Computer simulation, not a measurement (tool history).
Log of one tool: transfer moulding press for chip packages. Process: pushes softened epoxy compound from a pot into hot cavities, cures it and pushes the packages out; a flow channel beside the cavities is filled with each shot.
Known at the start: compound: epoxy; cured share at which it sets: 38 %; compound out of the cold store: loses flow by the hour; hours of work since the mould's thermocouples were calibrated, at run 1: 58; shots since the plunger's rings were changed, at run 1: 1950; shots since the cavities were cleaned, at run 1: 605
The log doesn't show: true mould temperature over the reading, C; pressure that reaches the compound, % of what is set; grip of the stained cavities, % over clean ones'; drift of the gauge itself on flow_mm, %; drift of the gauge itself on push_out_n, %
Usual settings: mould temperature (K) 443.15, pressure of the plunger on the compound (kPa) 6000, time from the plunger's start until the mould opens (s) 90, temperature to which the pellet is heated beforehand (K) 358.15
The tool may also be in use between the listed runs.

run     day  mould temperature (K)  pressure of the plunger on the compound (kPa)  time from the plunger's start until the mould opens (s)  temperature to which the pellet is heated beforehand (K)  hours of work since the mould's thermocouples were calibrated  shots since the plunger's rings were changed  shots since the cavities were cleaned  incoming compound's hours out of the cold store  length that the compound runs in the flow channel (mm)  greatest force on the pins that push the packages out (N)
  1       0                 443.15                                           6000                                                       90                                                    358.15                                                             58                                          1950                                    605                                             23.7                                                     705                                                        450
  2   1.896                 443.15                                           6000                                                       90                                                    358.15                                                             77                                          2328                                    983                                               42                                                     652                                                        472
      2.608  -- cavities cleaned with cleaning compound and waxed
      3.033  -- plunger's sealing rings changed
  3    3.65                 443.15                                           6000                                                       90                                                    358.15                                                             93                                           122                                    186                                             39.5                                                     683                                                        378
  4   5.083                 443.15                                           6000                                                       90                                                    354.15                                                            107                                           407                                    471                                             38.7                                                     680                                                        419
  5   6.412                 443.15                                           5260                                                       90                                                    354.15                                                            120                                           672                                    736                                             16.4                                                     689                                                        473
  6   7.612                 443.15                                           6000                                                      105                                                    358.15                                                            132                                           911                                    975                                             18.9                                                     731                                                        403
      8.438  -- cavities cleaned with cleaning compound and waxed
  7   9.225                 443.15                                           6000                                                      105                                                    358.15                                                            148                                          1219                                    157                                              8.9                                                     757                                                        321
  8  10.525                 443.15                                           6000                                                       90                                                    358.15                                                            161                                          1478                                    416                                             24.5                                                     711                                                        421
  9  11.558                 443.15                                           6000                                                       90                                                    358.15                                                            171                                          1683                                    621                                             36.5                                                     672                                                        428
 10  12.808                 443.15                                           6000                                                       90                                                    353.15                                                            184                                          1932                                    870                                             21.1                                                     714                                                        461
     14.075  -- cavities cleaned with cleaning compound and waxed
 11  14.438                 443.15                                           6000                                                       90                                                    353.15                                                            200                                          2243                                     72                                             30.5                                                     685                                                        350
     15.962  -- plunger's sealing rings changed
 12   16.45                 443.15                                           6000                                                       90                                                    353.15                                                            219                                            98                                    452                                             20.6                                                     728                                                        431
 13  17.721                 443.15                                           6000                                                       90                                                    353.15                                                            232                                           350                                    704                                               38                                                     681                                                        451
 14  19.154                 443.15                                           6000                                                       90                                                    353.15                                                            246                                           636                                    990                                             10.7                                                     754                                                        483
     19.812  -- cavities cleaned with cleaning compound and waxed
 15   21.15                 442.15                                           6000                                                       93                                                    358.15                                                            265                                          1020                                    266                                             25.7                                                     710                                                        386
 16  22.188                 443.15                                           7270                                                      114                                                    360.15                                                            276                                          1226                                    472                                             33.3                                                     751                                                        345
 17  23.558                 438.15                                           7490                                                       94                                                    362.15                                                            289                                          1499                                    745                                                9                                                     870                                                        599
 18  25.108                 438.15                                           7490                                                       70                                                    362.15                                                            305                                          1808                                   1054                                             43.6                                                     761                                                       1052
     25.467  -- mould's thermocouples calibrated
     25.529  -- cavities cleaned with cleaning compound and waxed
 19  27.133                 450.15                                           7490                                                       88                                                    349.15                                                             16                                          2181                                    319                                             36.7                                                     722                                                        331
 20  28.504                 447.15                                           6000                                                       90                                                    358.15                                                             30                                          2454                                    592                                             35.2                                                     661                                                        383
     28.954  -- plunger's sealing rings changed
 21  30.012                 447.15                                           6000                                                       90                                                    358.15                                                             44                                           211                                    871                                             42.5                                                     661                                                        413
     31.221  -- cavities cleaned with cleaning compound and waxed
 22  31.512                 447.15                                           5140                                                       90                                                    355.15                                                             58                                           497                                     58                                             35.4                                                     621                                                        287
 23  32.975                 447.15                                           5140                                                       90                                                    355.15                                                             73                                           788                                    349                                             13.7                                                     671                                                        350
 24  34.596                 437.15                                           5140                                                      107                                                    355.15                                                             89                                          1111                                    672                                             32.7                                                     660                                                        479
 25  35.762                 443.15                                           6180                                                      107                                                    355.15                                                            101                                          1343                                    904                                              8.8                                                     771                                                        402

The next listed run, before its measurement:
      36.85  -- cavities cleaned with cleaning compound and waxed
 26  36.892                 443.15                                           6100                                                      119                                                    358.15                                                            112                                          1555                                      9                                               43                                                       ?                                                          ?

{"run 26": {"length that the compound runs in the flow channel (mm)": 665, "greatest force on the pins that push the packages out (N)": 258}}
Without the tool's hidden state the same run would have given length that the compound runs in the flow channel (mm) 679, greatest force on the pins that push the packages out (N) 254.
